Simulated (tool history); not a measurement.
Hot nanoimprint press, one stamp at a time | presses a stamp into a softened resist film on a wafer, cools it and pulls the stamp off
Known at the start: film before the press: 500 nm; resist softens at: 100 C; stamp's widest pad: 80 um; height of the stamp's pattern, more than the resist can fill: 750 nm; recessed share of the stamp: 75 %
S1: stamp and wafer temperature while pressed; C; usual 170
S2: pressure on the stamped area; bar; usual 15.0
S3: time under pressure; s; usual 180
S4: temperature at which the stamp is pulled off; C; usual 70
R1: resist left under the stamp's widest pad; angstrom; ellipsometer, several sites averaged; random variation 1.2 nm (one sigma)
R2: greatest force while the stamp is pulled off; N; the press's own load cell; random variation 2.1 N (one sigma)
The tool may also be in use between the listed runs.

Run 1, hour 0.0: usual settings. Result: R1 1863 angstrom, R2 97 N.
Run 2, hour 7.7: usual settings but S4 67 C. Result: R1 1880 angstrom, R2 93 N.
Run 3, hour 13.1: usual settings but S4 67 C. Result: R1 1850 angstrom, R2 96 N.
Run 4, hour 21.9: usual settings but S1 180 C. Result: R1 1190 angstrom, R2 87 N.
Run 5, hour 30.1: usual settings but S1 180 C. Result: R1 1199 angstrom, R2 98 N.
Run 6, hour 37.4: usual settings but S3 129 s. Result: R1 2121 angstrom, R2 93 N.
Run 7, hour 43.5: usual settings but S3 349 s. Result: R1 1407 angstrom, R2 94 N.
Run 8, hour 48.8: usual settings but S3 152 s. Result: R1 1983 angstrom, R2 93 N.
Run 9, hour 55.6: usual settings but S3 152 s. Result: R1 1988 angstrom, R2 98 N.
Run 10, hour 63.2: usual settings but S3 152 s. Result: R1 1983 angstrom, R2 91 N.
Run 11, hour 67.2: usual settings but S3 131 s. Result: R1 2118 angstrom, R2 91 N.
Run 12, hour 72.7: usual settings but S1 165 C, S3 131 s. Result: R1 2594 angstrom, R2 96 N.
Run 13, hour 80.5: usual settings but S1 165 C, S3 131 s. Result: R1 2624 angstrom, R2 98 N.
Run 14, hour 86.7: usual settings but S1 165 C, S3 131 s. Result: R1 2633 angstrom, R2 94 N.
Run 15, hour 95.4: usual settings but S2 14.2 bar, S4 64 C. Result: R1 1898 angstrom, R2 102 N.
Run 16, hour 99.4: usual settings but S1 181 C, S3 139 s. Result: R1 1293 angstrom, R2 95 N.
Run 17, hour 107.9: usual settings but S1 159 C, S3 139 s, S4 68 C. Result: R1 3225 angstrom, R2 98 N.
Run 18, hour 114.2: usual settings but S1 165 C, S3 110 s, S4 67 C. Result: R1 2794 angstrom, R2 97 N.
Run 19, hour 121.8: usual settings but S1 181 C, S3 230 s, S4 62 C. Result: R1 1029 angstrom, R2 100 N.
Run 20, hour 125.7: usual settings but S1 181 C, S3 230 s, S4 62 C. Result: R1 1014 angstrom, R2 100 N.
Run 21, hour 130.2: usual settings but S1 181 C, S3 230 s, S4 62 C. Result: R1 1031 angstrom, R2 103 N.
Run 22, hour 137.0: usual settings but S1 176 C, S2 10.4 bar, S3 138 s, S4 62 C. Result: R1 1895 angstrom, R2 99 N.
Run 23, hour 144.1: usual settings but S1 163 C, S2 22.0 bar, S3 114 s, S4 60 C. Result: R1 2547 angstrom, R2 103 N.
Run 24, hour 147.9: usual settings but S1 182 C, S2 22.0 bar, S3 114 s, S4 60 C. Result: R1 1120 angstrom, R2 103 N.
Run 25, hour 154.7: usual settings but S4 64 C. Result: R1 1864 angstrom, R2 101 N.
Run 26, hour 158.5: usual settings but S4 64 C. Result: R1 1869 angstrom, R2 105 N.
Run 27, hour 165.4: usual settings but S1 173 C, S2 11.5 bar, S3 119 s, S4 58 C. Result: R1 2191 angstrom, R2 103 N.
Run 28, hour 174.2: usual settings but S1 173 C, S2 11.5 bar, S3 119 s, S4 58 C. Result: R1 2187 angstrom, R2 106 N.

Forecast each of these 4 alternatives for the next run:
Run A, hour 178.8: usual settings but S1 181 C, S3 287 s, S4 57 C. Result: R1 ?, R2 ?.
Run B, hour 178.8: usual settings but S1 164 C, S3 156 s, S4 62 C. Result: R1 ?, R2 ?.
Run C, hour 178.8: usual settings but S1 175 C, S2 23.9 bar, S3 119 s, S4 58 C. Result: R1 ?, R2 ?.
Run D, hour 178.8: usual settings but S1 173 C, S2 10.4 bar, S3 119 s, S4 58 C. Result: R1 ?, R2 ?.

run    R1   R2
  A   934  108
  B  2565  103
  C  1408  107
  D  2289  105
Without the tool's hidden state the same runs would have given:
run    R1   R2
  A   936  106
  B  2571  102
  C  1412  105
  D  2294  104
